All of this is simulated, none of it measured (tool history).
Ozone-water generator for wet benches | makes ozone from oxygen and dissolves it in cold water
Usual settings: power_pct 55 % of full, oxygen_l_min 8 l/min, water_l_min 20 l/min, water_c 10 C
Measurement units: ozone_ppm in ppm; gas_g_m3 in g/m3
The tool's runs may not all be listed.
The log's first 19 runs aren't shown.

run	hour	power_pct	oxygen_l_min	water_l_min	water_c	ozone_ppm	gas_g_m3
20	2389.7	72	7.88	20	17	39.5	263.6
21	2502	51	6.06	13	17	42.6	241.7
22	2659.8	100	4.98	13	6	79.7	419.6
23	2739.3	50	7.32	26	5	30.7	216.4
24	2906.4	80	7.32	29	5	37.2	292.4
25	3034.7	66	13.51	23	15	33.9	188.9
26	3173.1	57	6.43	20	10	37.9	249.6
27	3282.7	57	6.43	20	10	38	250.4
28	3392.8	55	8	20	8	38.5	219.4
# hour 3408.3: water thermometer calibrated
29	3539	41	5.85	23	15	25.3	213
30	3609.5	41	5.85	23	15	25.3	213.2
31	3696.5	41	5.85	23	15	25.7	214.6
32	3824	41	5.85	23	15	25.6	213.7
33	3948.6	41	4.41	23	8	26.4	248.2

What if the next run were any one of these 3? Each begins from the tool's condition after run 33:
A	4023.4	55	5.66	28	9	?	?
B	4023.4	51	8.03	16	10	?	?
C	4023.4	44	8	20	11	?	?

run	ozone_ppm	gas_g_m3
A	27.8	264
B	40.9	207
C	31.6	189.2
Had the tool no hidden state, the same runs would have come out as:
run	ozone_ppm	gas_g_m3
A	27.8	264.3
B	40.9	207.2
C	31.6	189.3

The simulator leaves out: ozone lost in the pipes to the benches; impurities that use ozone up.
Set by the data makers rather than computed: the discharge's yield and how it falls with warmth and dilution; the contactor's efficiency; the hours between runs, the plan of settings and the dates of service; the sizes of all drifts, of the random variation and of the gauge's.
